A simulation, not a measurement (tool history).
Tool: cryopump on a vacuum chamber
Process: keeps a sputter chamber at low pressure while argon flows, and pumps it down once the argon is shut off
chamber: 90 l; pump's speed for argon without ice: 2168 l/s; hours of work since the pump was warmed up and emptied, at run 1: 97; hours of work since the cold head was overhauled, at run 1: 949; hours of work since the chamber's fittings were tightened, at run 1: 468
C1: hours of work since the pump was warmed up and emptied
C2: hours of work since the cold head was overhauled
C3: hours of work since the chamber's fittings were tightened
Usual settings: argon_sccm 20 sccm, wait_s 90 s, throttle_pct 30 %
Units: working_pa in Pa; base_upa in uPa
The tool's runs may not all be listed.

{"run": 1, "hour": 0.0, "argon_sccm": 20, "wait_s": 90, "throttle_pct": 30, "C1": 97, "C2": 949, "C3": 468, "working_pa": 0.0523, "base_upa": 0.64}
{"run": 2, "hour": 44.6, "argon_sccm": 20, "wait_s": 90, "throttle_pct": 30, "C1": 116, "C2": 969, "C3": 488, "working_pa": 0.0537, "base_upa": 0.63}
{"run": 3, "hour": 75.3, "argon_sccm": 13, "wait_s": 90, "throttle_pct": 30, "C1": 130, "C2": 982, "C3": 501, "working_pa": 0.0348, "base_upa": 0.64}
{"run": 4, "hour": 100.2, "argon_sccm": 20, "wait_s": 28, "throttle_pct": 30, "C1": 141, "C2": 993, "C3": 512, "working_pa": 0.0543, "base_upa": 1.2}
{"run": 5, "hour": 146.4, "argon_sccm": 20, "wait_s": 90, "throttle_pct": 18, "C1": 161, "C2": 1014, "C3": 532, "working_pa": 0.0884, "base_upa": 0.62}
{"run": 6, "hour": 199.8, "argon_sccm": 20, "wait_s": 90, "throttle_pct": 18, "C1": 184, "C2": 1037, "C3": 556, "working_pa": 0.0883, "base_upa": 0.65}
{"run": 7, "hour": 236.9, "argon_sccm": 20, "wait_s": 155, "throttle_pct": 30, "C1": 201, "C2": 1053, "C3": 572, "working_pa": 0.0538, "base_upa": 0.56}
{"run": 8, "hour": 273.6, "argon_sccm": 20, "wait_s": 155, "throttle_pct": 30, "C1": 217, "C2": 1069, "C3": 588, "working_pa": 0.054, "base_upa": 0.57}
{"run": 9, "hour": 314.5, "argon_sccm": 20, "wait_s": 155, "throttle_pct": 30, "C1": 235, "C2": 1087, "C3": 606, "working_pa": 0.0532, "base_upa": 0.54}
{"run": 10, "hour": 354.9, "argon_sccm": 20, "wait_s": 90, "throttle_pct": 30, "C1": 252, "C2": 1105, "C3": 624, "working_pa": 0.0535, "base_upa": 0.7}
{"run": 11, "hour": 379.6, "argon_sccm": 20, "wait_s": 161, "throttle_pct": 30, "C1": 263, "C2": 1116, "C3": 635, "working_pa": 0.055, "base_upa": 0.6}
{"run": 12, "hour": 425.3, "argon_sccm": 20, "wait_s": 86, "throttle_pct": 30, "C1": 283, "C2": 1136, "C3": 655, "working_pa": 0.0554, "base_upa": 0.71}
{"run": 13, "hour": 482.1, "argon_sccm": 20, "wait_s": 86, "throttle_pct": 30, "C1": 308, "C2": 1161, "C3": 680, "working_pa": 0.0539, "base_upa": 0.74}
{"run": 14, "hour": 522.6, "argon_sccm": 20, "wait_s": 86, "throttle_pct": 30, "C1": 326, "C2": 1179, "C3": 697, "working_pa": 0.0548, "base_upa": 0.74}
{"run": 15, "hour": 555.3, "argon_sccm": 20, "wait_s": 90, "throttle_pct": 30, "C1": 340, "C2": 1193, "C3": 712, "working_pa": 0.0547, "base_upa": 0.71}
{"run": 16, "hour": 603.2, "argon_sccm": 14, "wait_s": 90, "throttle_pct": 30, "C1": 361, "C2": 1214, "C3": 733, "working_pa": 0.0376, "base_upa": 0.73}
{"run": 17, "hour": 654.8, "argon_sccm": 14, "wait_s": 90, "throttle_pct": 30, "C1": 384, "C2": 1236, "C3": 755, "working_pa": 0.0387, "base_upa": 0.79}
{"run": 18, "hour": 696.4, "argon_sccm": 10, "wait_s": 228, "throttle_pct": 21, "C1": 402, "C2": 1255, "C3": 774, "working_pa": 0.0381, "base_upa": 0.63}
{"run": 19, "hour": 736.9, "argon_sccm": 20, "wait_s": 250, "throttle_pct": 39, "C1": 420, "C2": 1272, "C3": 791, "working_pa": 0.043, "base_upa": 0.64}
{"run": 20, "hour": 764.1, "argon_sccm": 14, "wait_s": 90, "throttle_pct": 31, "C1": 432, "C2": 1284, "C3": 803, "working_pa": 0.0368, "base_upa": 0.83}
{"run": 21, "hour": 796.2, "argon_sccm": 10, "wait_s": 90, "throttle_pct": 18, "C1": 446, "C2": 1298, "C3": 817, "working_pa": 0.0448, "base_upa": 0.82}
{"run": 22, "hour": 823.3, "argon_sccm": 10, "wait_s": 90, "throttle_pct": 18, "C1": 458, "C2": 1310, "C3": 829, "working_pa": 0.0449, "base_upa": 0.77}
{"run": 23, "hour": 882.3, "argon_sccm": 33, "wait_s": 157, "throttle_pct": 30, "C1": 484, "C2": 1336, "C3": 855, "working_pa": 0.0909, "base_upa": 0.78}
{"run": 24, "hour": 937.5, "argon_sccm": 36, "wait_s": 90, "throttle_pct": 35, "C1": 508, "C2": 1360, "C3": 879, "working_pa": 0.0872, "base_upa": 0.84}
{"run": 25, "hour": 972.0, "argon_sccm": 36, "wait_s": 213, "throttle_pct": 30, "C1": 523, "C2": 1376, "C3": 894, "working_pa": 0.0997, "base_upa": 0.69}
{"run": 26, "hour": 1001.7, "argon_sccm": 21, "wait_s": 23, "throttle_pct": 25, "C1": 536, "C2": 1389, "C3": 907, "working_pa": 0.069, "base_upa": 1.66}
{"run": 27, "hour": 1034.7, "argon_sccm": 21, "wait_s": 23, "throttle_pct": 25, "C1": 550, "C2": 1403, "C3": 922, "working_pa": 0.0697, "base_upa": 1.68}
{"run": 28, "hour": 1063.2, "argon_sccm": 21, "wait_s": 86, "throttle_pct": 25, "C1": 563, "C2": 1416, "C3": 934, "working_pa": 0.0708, "base_upa": 0.92}
{"run": 29, "hour": 1099.8, "argon_sccm": 20, "wait_s": 44, "throttle_pct": 30, "C1": 579, "C2": 1432, "C3": 950, "working_pa": 0.0555, "base_upa": 1.12}
{"run": 30, "hour": 1148.2, "argon_sccm": 13, "wait_s": 37, "throttle_pct": 49, "C1": 600, "C2": 1453, "C3": 972, "working_pa": 0.0233, "base_upa": 1.3}
{"run": 31, "hour": 1175.5, "argon_sccm": 16, "wait_s": 122, "throttle_pct": 20, "C1": 612, "C2": 1465, "C3": 984, "working_pa": 0.0671, "base_upa": 0.83}
{"run": 32, "hour": 1207.8, "argon_sccm": 16, "wait_s": 122, "throttle_pct": 20, "C1": 626, "C2": 1479, "C3": 998, "working_pa": 0.0654, "base_upa": 0.86}
{"run": 33, "hour": 1263.7, "argon_sccm": 19, "wait_s": 264, "throttle_pct": 52, "C1": 651, "C2": 1503, "C3": 1022, "working_pa": 0.0331, "base_upa": 0.76}
{"run": 34, "hour": 1313.2, "argon_sccm": 20, "wait_s": 45, "throttle_pct": 54, "C1": 673, "C2": 1525, "C3": 1044, "working_pa": 0.034, "base_upa": 1.24}

Forecast each of these 3 alternatives for the next run:
{"run": "A", "hour": 1340.7, "argon_sccm": 29, "wait_s": 165, "throttle_pct": 56, "C1": 685, "C2": 1537, "C3": 1056, "working_pa": "?", "base_upa": "?"}
{"run": "B", "hour": 1340.7, "argon_sccm": 11, "wait_s": 29, "throttle_pct": 49, "C1": 685, "C2": 1537, "C3": 1056, "working_pa": "?", "base_upa": "?"}
{"run": "C", "hour": 1340.7, "argon_sccm": 12, "wait_s": 44, "throttle_pct": 29, "C1": 685, "C2": 1537, "C3": 1056, "working_pa": "?", "base_upa": "?"}

run=A working_pa=0.0476 base_upa=0.85
run=B working_pa=0.0204 base_upa=1.53
run=C working_pa=0.0356 base_upa=1.27
Without the tool's hidden state the same runs would have given:
run=A working_pa=0.0405 base_upa=0.29
run=B working_pa=0.0177 base_upa=0.95
run=C working_pa=0.0327 base_upa=0.7
